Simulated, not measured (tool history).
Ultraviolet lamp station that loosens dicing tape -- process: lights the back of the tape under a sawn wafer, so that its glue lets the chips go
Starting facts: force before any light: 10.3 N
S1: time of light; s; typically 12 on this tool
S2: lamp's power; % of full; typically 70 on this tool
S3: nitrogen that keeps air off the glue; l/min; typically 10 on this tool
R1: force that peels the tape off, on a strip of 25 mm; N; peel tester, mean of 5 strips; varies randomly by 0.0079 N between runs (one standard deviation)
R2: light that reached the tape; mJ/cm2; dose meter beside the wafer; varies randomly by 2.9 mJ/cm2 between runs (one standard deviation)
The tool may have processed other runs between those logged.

{"run": 1, "day": 0.0, "S1": 12, "S2": 70, "S3": 10, "R1": 0.643, "R2": 298}
{"run": 2, "day": 0.579, "S1": 12, "S2": 70, "S3": 10, "R1": 0.671, "R2": 298}
{"run": 3, "day": 1.179, "S1": 12, "S2": 70, "S3": 10, "R1": 0.662, "R2": 296}
{"run": 4, "day": 1.708, "S1": 8, "S2": 70, "S3": 10, "R1": 1.583, "R2": 195}
{"run": 5, "day": 2.433, "S1": 8, "S2": 70, "S3": 10, "R1": 1.58, "R2": 198}
{"run": 6, "day": 3.396, "S1": 8, "S2": 70, "S3": 10, "R1": 1.58, "R2": 194}
{"run": 7, "day": 4.379, "S1": 8, "S2": 70, "S3": 10, "R1": 1.626, "R2": 189}
{"run": 8, "day": 5.133, "S1": 8, "S2": 70, "S3": 10, "R1": 1.667, "R2": 190}
{"run": 9, "day": 6.167, "S1": 8, "S2": 70, "S3": 10, "R1": 1.653, "R2": 188}
{"run": 10, "day": 7.083, "S1": 12, "S2": 71, "S3": 4, "R1": 1.615, "R2": 280}
{"run": 11, "day": 7.729, "S1": 12, "S2": 89, "S3": 4, "R1": 1.098, "R2": 350}
{"run": 12, "day": 8.579, "S1": 23, "S2": 63, "S3": 4, "R1": 0.556, "R2": 469}
{"run": 13, "day": 9.283, "S1": 7, "S2": 70, "S3": 10, "R1": 2.22, "R2": 156}
{"run": 14, "day": 10.075, "S1": 7, "S2": 70, "S3": 9, "R1": 2.453, "R2": 157}

What does the tool deliver on the next run?
{"day": 10.167, "done": "window cleaned of glue's vapour"}
{"run": 15, "day": 10.679, "S1": 11, "S2": 84, "S3": 13, "R1": "?", "R2": "?"}

{"run 15": {"R1": 0.481, "R2": 313}}
With the hidden condition absent and the run-to-run variation left alone, this run would have shown R1 0.227 N, R2 470 mJ/cm2.

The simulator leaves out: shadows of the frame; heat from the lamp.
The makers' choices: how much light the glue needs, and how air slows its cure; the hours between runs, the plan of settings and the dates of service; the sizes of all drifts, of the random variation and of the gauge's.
